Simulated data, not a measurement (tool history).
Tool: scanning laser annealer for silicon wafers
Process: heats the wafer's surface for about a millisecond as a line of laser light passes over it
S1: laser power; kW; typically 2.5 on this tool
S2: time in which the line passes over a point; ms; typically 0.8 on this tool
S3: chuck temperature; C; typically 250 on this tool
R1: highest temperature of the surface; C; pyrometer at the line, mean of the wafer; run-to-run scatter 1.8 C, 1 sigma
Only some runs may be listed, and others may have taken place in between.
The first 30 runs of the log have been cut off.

run   hour     S1     S2   S3    R1
 31  411.9  2.287  0.944  232   996
 32  428.1  2.287  0.944  232   997
 33  447.3   2.18  0.997  263  1012
 34    465  2.338  0.832  250   988
 35  478.3   2.74   0.58  217   962
 36  494.6  2.642   0.58  227   945
 37  503.7  2.642   0.58  227   945
 38  523.1  2.642   0.58  227   942
 39  534.7  2.261   0.58  256   855
 40  551.4  2.261   0.58  256   857

4 options for the next run, each taken on its own from the tool as it stands now. Forecast them:
  A  569.4  2.617  0.607  256   ?
  B  569.4  2.134    0.8  228   ?
  C  569.4  2.327   0.58  247   ?
  D  569.4   2.65   0.58  270   ?

run   R1
  A  980
  B  887
  C  869
  D  989
With the hidden condition removed and each run's random variation left untouched, the same runs would have given:
run   R1
  A  981
  B  888
  C  869
  D  990
